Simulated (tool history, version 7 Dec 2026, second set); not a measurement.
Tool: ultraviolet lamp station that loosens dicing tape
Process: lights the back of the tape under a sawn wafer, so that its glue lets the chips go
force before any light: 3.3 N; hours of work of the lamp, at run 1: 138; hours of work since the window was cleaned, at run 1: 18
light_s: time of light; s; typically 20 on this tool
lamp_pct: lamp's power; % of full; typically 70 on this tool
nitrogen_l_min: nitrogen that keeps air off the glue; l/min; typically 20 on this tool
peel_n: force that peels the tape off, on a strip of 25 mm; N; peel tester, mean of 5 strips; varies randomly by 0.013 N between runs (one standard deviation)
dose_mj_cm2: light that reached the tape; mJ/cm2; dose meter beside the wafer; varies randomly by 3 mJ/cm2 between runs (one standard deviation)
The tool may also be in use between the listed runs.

| run | hour | light_s | lamp_pct | nitrogen_l_min | hours of work of the lamp | hours of work since the window was cleaned | peel_n | dose_mj_cm2 |
|---|---|---|---|---|---|---|---|---|
| 1 | 0 | 20 | 70 | 20 | 138 | 18 | 0.647 | 423 |
| 2 | 8.5 | 20 | 70 | 20 | 143 | 22 | 0.648 | 420 |
| 3 | 18.2 | 20 | 70 | 29 | 148 | 28 | 0.593 | 415 |
| 4 | 24.1 | 20 | 70 | 20 | 152 | 31 | 0.655 | 417 |
| 5 | 32.1 | 20 | 70 | 21 | 156 | 35 | 0.647 | 421 |
|  | 33.2 | window cleaned of glue's vapour |
| 6 | 39.5 | 20 | 70 | 21 | 160 | 3 | 0.667 | 415 |

Estimate the outcome of run 7 from the log above:
| 7 | 45.9 | 20 | 70 | 21 | 163 | 7 | ? | ? |

{"run 7": {"peel_n": 0.666, "dose_mj_cm2": 411}}
Were there no unlogged condition in the tool, this run, its random variation unchanged, would have produced peel_n 0.594 N, dose_mj_cm2 448 mJ/cm2.
